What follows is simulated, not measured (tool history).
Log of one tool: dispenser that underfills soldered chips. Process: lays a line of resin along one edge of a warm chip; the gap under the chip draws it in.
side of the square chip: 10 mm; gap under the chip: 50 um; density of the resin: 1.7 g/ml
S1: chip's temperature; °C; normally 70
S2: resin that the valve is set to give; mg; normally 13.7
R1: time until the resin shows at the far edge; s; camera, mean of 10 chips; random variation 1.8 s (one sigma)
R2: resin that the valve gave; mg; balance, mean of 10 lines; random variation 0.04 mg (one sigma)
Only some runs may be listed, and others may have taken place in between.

{"run": 1, "hour": 0.0, "S1": 70, "S2": 13.7, "R1": 223.5, "R2": 13.47}
{"hour": 2.0, "done": "new syringe of resin"}
{"run": 2, "hour": 8.0, "S1": 70, "S2": 13.7, "R1": 240.1, "R2": 13.51}
{"hour": 8.9, "done": "new syringe of resin"}
{"run": 3, "hour": 14.2, "S1": 68, "S2": 13.7, "R1": 249.7, "R2": 13.43}
{"hour": 16.0, "done": "new syringe of resin"}
{"run": 4, "hour": 18.6, "S1": 70, "S2": 15.6, "R1": 197.1, "R2": 15.23}
{"run": 5, "hour": 22.4, "S1": 70, "S2": 16.2, "R1": 245.0, "R2": 15.85}
{"hour": 23.1, "done": "new syringe of resin"}
{"run": 6, "hour": 27.6, "S1": 70, "S2": 12.6, "R1": 220.0, "R2": 12.21}
{"hour": 30.1, "done": "new syringe of resin"}
{"run": 7, "hour": 34.3, "S1": 70, "S2": 12.6, "R1": 223.5, "R2": 12.22}
{"hour": 37.1, "done": "new syringe of resin"}
{"run": 8, "hour": 41.9, "S1": 78, "S2": 13.7, "R1": 156.1, "R2": 13.31}
{"hour": 43.8, "done": "new syringe of resin"}
{"hour": 46.9, "done": "dispensing valve cleaned and set on the balance"}
{"run": 9, "hour": 48.8, "S1": 78, "S2": 13.7, "R1": 145.4, "R2": 13.68}
{"hour": 51.6, "done": "new syringe of resin"}
{"run": 10, "hour": 53.7, "S1": 70, "S2": 13.7, "R1": 192.1, "R2": 13.66}
{"run": 11, "hour": 57.3, "S1": 70, "S2": 13.9, "R1": 231.4, "R2": 13.77}
{"hour": 58.6, "done": "new syringe of resin"}
{"run": 12, "hour": 64.1, "S1": 70, "S2": 13.9, "R1": 231.3, "R2": 13.86}
{"hour": 65.4, "done": "new syringe of resin"}
{"run": 13, "hour": 70.0, "S1": 70, "S2": 13.9, "R1": 223.6, "R2": 13.7}
{"hour": 72.5, "done": "new syringe of resin"}
{"run": 14, "hour": 77.2, "S1": 82, "S2": 13.7, "R1": 128.4, "R2": 13.55}
{"hour": 79.4, "done": "new syringe of resin"}
{"run": 15, "hour": 84.3, "S1": 76, "S2": 11.8, "R1": 178.2, "R2": 11.64}
{"hour": 86.1, "done": "new syringe of resin"}
{"run": 16, "hour": 87.9, "S1": 76, "S2": 11.8, "R1": 143.1, "R2": 11.68}
{"hour": 92.8, "done": "new syringe of resin"}
{"run": 17, "hour": 93.0, "S1": 82, "S2": 15.6, "R1": 98.3, "R2": 15.4}
{"run": 18, "hour": 97.6, "S1": 74, "S2": 11.8, "R1": 187.4, "R2": 11.63}
{"hour": 99.6, "done": "new syringe of resin"}
{"run": 19, "hour": 101.7, "S1": 70, "S2": 14.7, "R1": 186.3, "R2": 14.44}
{"hour": 106.4, "done": "new syringe of resin"}
{"run": 20, "hour": 108.4, "S1": 71, "S2": 11.6, "R1": 184.5, "R2": 11.42}
{"hour": 113.1, "done": "new syringe of resin"}
{"run": 21, "hour": 113.5, "S1": 71, "S2": 11.6, "R1": 169.6, "R2": 11.36}
{"hour": 119.9, "done": "new syringe of resin"}
{"run": 22, "hour": 120.8, "S1": 71, "S2": 11.6, "R1": 175.2, "R2": 11.36}
{"run": 23, "hour": 124.5, "S1": 73, "S2": 13.5, "R1": 191.4, "R2": 13.12}
{"hour": 126.8, "done": "new syringe of resin"}
{"run": 24, "hour": 129.9, "S1": 57, "S2": 13.5, "R1": 363.2, "R2": 13.19}
{"hour": 133.5, "done": "new syringe of resin"}
{"run": 25, "hour": 134.0, "S1": 64, "S2": 15.3, "R1": 224.2, "R2": 14.89}

Predict the results of run 26:
{"run": 26, "hour": 137.3, "S1": 59, "S2": 13.7, "R1": "?", "R2": "?"}

R1: 351.7 s
R2: 13.33 mg
The same run, on a tool lacking any hidden state, would have yielded R1 298.0 s, R2 13.70 mg.
